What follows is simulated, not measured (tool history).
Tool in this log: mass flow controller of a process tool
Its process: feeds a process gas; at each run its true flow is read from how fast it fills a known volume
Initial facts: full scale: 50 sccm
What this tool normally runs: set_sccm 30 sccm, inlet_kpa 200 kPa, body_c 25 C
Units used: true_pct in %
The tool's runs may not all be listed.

{"run": 1, "hour": 0.0, "set_sccm": 30, "inlet_kpa": 200, "body_c": 25, "true_pct": 99.56}
{"run": 2, "hour": 42.5, "set_sccm": 30, "inlet_kpa": 200, "body_c": 25, "true_pct": 99.48}
{"run": 3, "hour": 123.0, "set_sccm": 30, "inlet_kpa": 200, "body_c": 25, "true_pct": 99.67}
{"run": 4, "hour": 162.9, "set_sccm": 26, "inlet_kpa": 200, "body_c": 25, "true_pct": 99.67}
{"run": 5, "hour": 235.1, "set_sccm": 26, "inlet_kpa": 200, "body_c": 25, "true_pct": 99.63}
{"run": 6, "hour": 274.7, "set_sccm": 26, "inlet_kpa": 200, "body_c": 37, "true_pct": 100.59}
{"run": 7, "hour": 350.4, "set_sccm": 7, "inlet_kpa": 200, "body_c": 25, "true_pct": 99.25}
{"run": 8, "hour": 393.9, "set_sccm": 7, "inlet_kpa": 200, "body_c": 25, "true_pct": 99.32}
{"run": 9, "hour": 454.5, "set_sccm": 7, "inlet_kpa": 249, "body_c": 25, "true_pct": 98.82}
{"run": 10, "hour": 523.8, "set_sccm": 10, "inlet_kpa": 249, "body_c": 25, "true_pct": 99.16}
{"run": 11, "hour": 571.4, "set_sccm": 30, "inlet_kpa": 259, "body_c": 25, "true_pct": 99.65}

Run 12 comes next. What will it give?
{"run": 12, "hour": 608.9, "set_sccm": 30, "inlet_kpa": 259, "body_c": 25, "true_pct": "?"}

{"run 12": {"true_pct": 99.59}}
Take away the tool's hidden state, keep the run-to-run variation as it was, and the same run would have given true_pct 98.97 %.
